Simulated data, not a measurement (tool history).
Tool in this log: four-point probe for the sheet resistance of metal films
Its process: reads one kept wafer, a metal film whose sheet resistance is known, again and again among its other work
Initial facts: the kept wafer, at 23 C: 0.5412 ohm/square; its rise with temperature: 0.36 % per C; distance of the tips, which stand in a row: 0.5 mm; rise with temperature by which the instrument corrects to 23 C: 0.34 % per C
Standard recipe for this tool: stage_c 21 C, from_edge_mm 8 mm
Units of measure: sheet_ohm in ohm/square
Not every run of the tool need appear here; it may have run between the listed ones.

Run 1, hour 0.0: usual settings. Result: sheet_ohm 0.542186 ohm/square.
Run 2, hour 37.7: usual settings. Result: sheet_ohm 0.542061 ohm/square.
Run 3, hour 73.3: usual settings but stage_c 23 C. Result: sheet_ohm 0.542429 ohm/square.
Run 4, hour 105.7: usual settings but stage_c 23 C. Result: sheet_ohm 0.542289 ohm/square.
Run 5, hour 157.2: usual settings but stage_c 23 C. Result: sheet_ohm 0.542409 ohm/square.
Run 6, hour 203.1: usual settings but stage_c 22 C. Result: sheet_ohm 0.542115 ohm/square.
Run 7, hour 238.9: usual settings but stage_c 22 C. Result: sheet_ohm 0.542194 ohm/square.
Run 8, hour 266.1: usual settings but stage_c 22 C. Result: sheet_ohm 0.542239 ohm/square.
Run 9, hour 309.6: usual settings but stage_c 25 C. Result: sheet_ohm 0.542331 ohm/square.
Run 10, hour 336.4: usual settings but stage_c 25 C, from_edge_mm 12 mm. Result: sheet_ohm 0.542033 ohm/square.
Run 11, hour 383.2: usual settings but stage_c 25 C, from_edge_mm 52 mm. Result: sheet_ohm 0.541363 ohm/square.
Run 12, hour 430.6: usual settings. Result: sheet_ohm 0.542315 ohm/square.
Run 13, hour 461.4: usual settings. Result: sheet_ohm 0.542064 ohm/square.
Run 14, hour 514.3: usual settings. Result: sheet_ohm 0.542055 ohm/square.
Run 15, hour 560.0: usual settings but stage_c 33 C, from_edge_mm 52 mm. Result: sheet_ohm 0.542170 ohm/square.
Run 16, hour 585.9: usual settings but stage_c 27 C, from_edge_mm 52 mm. Result: sheet_ohm 0.541601 ohm/square.
Run 17, hour 629.6: usual settings but stage_c 27 C, from_edge_mm 52 mm. Result: sheet_ohm 0.541405 ohm/square.
Run 18, hour 673.7: usual settings but stage_c 27 C, from_edge_mm 52 mm. Result: sheet_ohm 0.541689 ohm/square.
Run 19, hour 723.7: usual settings but stage_c 22 C, from_edge_mm 42 mm. Result: sheet_ohm 0.541236 ohm/square.
Run 20, hour 773.9: usual settings but stage_c 31 C, from_edge_mm 42 mm. Result: sheet_ohm 0.542052 ohm/square.

Here are 3 independent what-if runs from the current tool condition. What would each one return?
Run A, hour 805.4: usual settings but stage_c 32 C, from_edge_mm 7 mm. Result: sheet_ohm ?.
Run B, hour 805.4: usual settings but stage_c 25 C, from_edge_mm 36 mm. Result: sheet_ohm ?.
Run C, hour 805.4: usual settings but stage_c 28 C, from_edge_mm 58 mm. Result: sheet_ohm ?.

run  sheet_ohm
  A   0.543805
  B   0.541491
  C   0.541849
Without the tool's unlogged condition, the same runs would have read:
run  sheet_ohm
  A   0.543792
  B   0.541479
  C   0.541837
